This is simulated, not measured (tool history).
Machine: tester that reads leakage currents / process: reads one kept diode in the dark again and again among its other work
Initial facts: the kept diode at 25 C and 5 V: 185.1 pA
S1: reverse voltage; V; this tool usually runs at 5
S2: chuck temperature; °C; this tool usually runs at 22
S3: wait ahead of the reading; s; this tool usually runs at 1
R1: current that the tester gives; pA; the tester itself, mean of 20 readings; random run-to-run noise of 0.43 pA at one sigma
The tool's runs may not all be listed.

Run 1, hour 0: usual settings. Result: R1 142.4 pA.
Run 2, hour 143.8: usual settings. Result: R1 142.38 pA.
Run 3, hour 248: usual settings. Result: R1 140.96 pA.
Run 4, hour 406.2: usual settings. Result: R1 141.08 pA.
Run 5, hour 535.9: usual settings but S1 12.08 V. Result: R1 224.5 pA.
Run 6, hour 648.2: usual settings but S1 12.08 V. Result: R1 223.8 pA.
Run 7, hour 803.1: usual settings but S1 12.08 V. Result: R1 223.49 pA.
Run 8, hour 890.1: usual settings but S3 2.62 s. Result: R1 137.34 pA.
Run 9, hour 1024.1: usual settings but S3 7.06 s. Result: R1 136.49 pA.
At hour 1034.7: tester calibrated.
Run 10, hour 1116.5: usual settings but S3 7.06 s. Result: R1 136.29 pA.
Run 11, hour 1213.9: usual settings but S3 7.06 s. Result: R1 136.09 pA.
Run 12, hour 1322.5: usual settings but S2 31 °C, S3 7.06 s. Result: R1 294.76 pA.
Run 13, hour 1493.5: usual settings but S3 3.26 s. Result: R1 134.28 pA.
Run 14, hour 1615.7: usual settings but S3 3.26 s. Result: R1 134.16 pA.
Run 15, hour 1783.9: usual settings but S3 3.26 s. Result: R1 133.45 pA.
At hour 1856.7: tester calibrated, once more.
Run 16, hour 1893.4: usual settings but S3 3.26 s. Result: R1 131.42 pA.
Run 17, hour 2028.7: usual settings but S3 3.26 s. Result: R1 131.26 pA.
Run 18, hour 2158.6: usual settings but S1 1.08 V, S2 51 °C, S3 3.28 s. Result: R1 662.25 pA.
At hour 2239.5: chuck's temperature calibrated.
Run 19, hour 2325.3: usual settings but S1 15.92 V, S3 0.9 s. Result: R1 279.71 pA.
Run 20, hour 2468.4: usual settings but S1 15.92 V, S3 0.9 s. Result: R1 276.65 pA.
Run 21, hour 2639.1: usual settings but S1 15.92 V, S3 0.9 s. Result: R1 275.36 pA.
Run 22, hour 2783.6: usual settings but S1 5.26 V, S2 35 °C. Result: R1 451.82 pA.
Run 23, hour 2957.4: usual settings but S1 5.4 V, S2 47 °C, S3 4.34 s. Result: R1 1187.98 pA.
Run 24, hour 3081.5: usual settings but S1 5.4 V, S2 21 °C, S3 4.34 s. Result: R1 136.91 pA.

Forecast run 25:
Run 25, hour 3157.9: usual settings but S2 29 °C, S3 1.82 s. Result: R1 ?.

{"run 25": {"R1": 261.99}}
Without the tool's hidden state the same run would have given R1 264.69 pA.
